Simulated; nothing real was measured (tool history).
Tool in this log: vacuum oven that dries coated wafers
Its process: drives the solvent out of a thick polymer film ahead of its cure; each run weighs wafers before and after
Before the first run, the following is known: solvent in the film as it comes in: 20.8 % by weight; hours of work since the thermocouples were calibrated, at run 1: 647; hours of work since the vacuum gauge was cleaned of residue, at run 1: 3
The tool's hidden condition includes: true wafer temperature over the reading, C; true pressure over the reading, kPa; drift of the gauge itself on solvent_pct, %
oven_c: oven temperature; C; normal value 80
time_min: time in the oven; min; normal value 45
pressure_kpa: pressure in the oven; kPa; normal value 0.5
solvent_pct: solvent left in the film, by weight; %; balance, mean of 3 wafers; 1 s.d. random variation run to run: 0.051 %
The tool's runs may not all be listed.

run,hour,oven_c,time_min,pressure_kpa,hours of work since the thermocouples were calibrated,hours of work since the vacuum gauge was cleaned of residue,solvent_pct
1,0,80,45,0.5,647,3,0.94
2,52.8,80,45,0.5,678,34,0.93
3,117.2,80,45,0.5,715,71,1.05
4,184.1,80,45,0.5,754,110,1.01
5,252.2,94,45,0.5,794,149,0.35
6,291.9,94,53,0.5,817,172,0.27
7,327.8,94,53,0.5,838,193,0.18
8,360,94,53,0.5,856,212,0.18
9,417.4,94,53,1.757,890,245,0.92
10,460.1,94,53,1.757,915,270,0.94
11,529.3,80,45,0.941,955,310,1.29
12,574.9,80,45,0.941,981,337,1.36
13,634.6,76,45,0.5,1016,371,1.67
14,708,76,45,0.5,1058,414,1.62
15,749.4,83,37,1.066,1082,438,1.4
16,792.4,83,37,1.066,1107,463,1.36
17,836.2,86,53,0.37,1133,488,0.3
18,869.3,77,45,1.496,1152,508,2.42
19,933.3,77,45,1.496,1189,545,2.46
20,964,77,45,1.496,1207,563,2.38
21,1024.4,92,44,0.319,1242,598,0.24
22,1093.3,67,44,1.392,1282,638,5.8
23,1149.3,69,44,0.453,1315,670,3.76
24,1202.8,81,38,0.615,1346,701,1.36
25,1270.3,80,46,1.621,1385,740,1.87
26,1300.7,80,34,0.571,1403,758,1.73
27,1337.2,80,34,0.571,1424,779,1.75

Predict each of these 4 candidate next runs independently; none follows another, all start after run 27:
A,1409.9,89,70,0.463,1466,821,?
B,1409.9,80,72,0.571,1466,821,?
C,1409.9,75,45,1.021,1466,821,?
D,1409.9,95,44,0.384,1466,821,?

run,solvent_pct
A,0.28
B,0.71
C,2.48
D,0.16
Take away the tool's hidden state, keep each run's random variation, and the runs would have read:
run,solvent_pct
A,0.27
B,0.7
C,2.48
D,0.15

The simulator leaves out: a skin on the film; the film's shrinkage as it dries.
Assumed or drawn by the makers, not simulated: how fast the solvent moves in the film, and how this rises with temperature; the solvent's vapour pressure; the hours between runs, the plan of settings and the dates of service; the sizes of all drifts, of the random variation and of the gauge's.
